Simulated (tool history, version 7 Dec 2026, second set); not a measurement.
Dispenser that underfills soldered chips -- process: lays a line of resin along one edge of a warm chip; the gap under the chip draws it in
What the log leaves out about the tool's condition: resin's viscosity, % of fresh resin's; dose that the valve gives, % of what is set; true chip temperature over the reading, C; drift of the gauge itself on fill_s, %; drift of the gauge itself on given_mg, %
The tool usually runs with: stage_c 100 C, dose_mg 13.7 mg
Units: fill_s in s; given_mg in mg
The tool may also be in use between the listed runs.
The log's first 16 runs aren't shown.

run    day  stage_c  dose_mg  hours of work since the syringe was changed  hours of work since the valve was cleaned  hours of work since the stage was calibrated  fill_s  given_mg
 17  3.125      100     13.7                                            7                                         51                                            93   221.6     13.39
     3.196  -- new syringe of resin
 18  3.392      100     13.8                                            3                                         55                                            98   191.8     13.51
 19  3.588      100     13.8                                            7                                         59                                           101   212.6     13.58
     3.658  -- new syringe of resin
 20  3.729      100     13.8                                            1                                         61                                           103   177.6     13.45
 21  3.942      100     13.8                                            5                                         65                                           107   201.1     13.51
     4.112  -- new syringe of resin
 22  4.112      100     13.8                                            0                                         67                                           109     166     13.47
 23  4.279       93     17.7                                            3                                         70                                           112   245.6     17.26
 24  4.442       93     17.7                                            6                                         73                                           115   272.9     17.25
     4.567  -- new syringe of resin
 25  4.604       93     17.7                                            1                                         76                                           118   220.4     17.12
 26  4.842      107     12.2                                            5                                         80                                           122   148.3     11.85
     5.017  -- new syringe of resin
 27  5.079       86     12.7                                            1                                         83                                           126   321.2     12.21
 28  5.279      101     15.9                                            5                                         87                                           129   184.2     15.33
 29  5.417      101     15.9                                            7                                         89                                           131   198.5     15.46
     5.471  -- new syringe of resin
 30  5.638       97     16.5                                            3                                         93                                           135   208.6     15.91
 31  5.771       98     13.7                                            5                                         95                                           137   224.1     13.29
     5.933  -- new syringe of resin
 32   5.95      107     12.8                                            0                                         98                                           140   128.9     12.25
 33  6.192      111     13.7                                            4                                        102                                           144   125.5     13.15
     6.383  -- new syringe of resin
 34  6.458      111     13.7                                            1                                        106                                           149   111.8     13.15
 35  6.562       85     13.7                                            3                                        108                                           150   365.6     13.07
 36  6.758       89     17.5                                            6                                        112                                           154   332.6     16.86
     6.838  -- new syringe of resin
 37  6.925      101     16.4                                            1                                        114                                           156   163.4     15.69

3 options for the next run, each taken on its own from the tool as it stands now. Forecast them:
  A  7.096       92     14.6                                            4                                        117                                           159       ?         ?
  B  7.096      109     17.2                                            4                                        117                                           159       ?         ?
  C  7.096       95     11.9                                            4                                        117                                           159       ?         ?

run  fill_s  given_mg
  A   271.6     14.04
  B   129.1      16.4
  C   242.8     11.38
With no hidden state in the tool, these same runs would have given:
run  fill_s  given_mg
  A   241.7     14.66
  B   114.9     17.13
  C   214.6     11.89
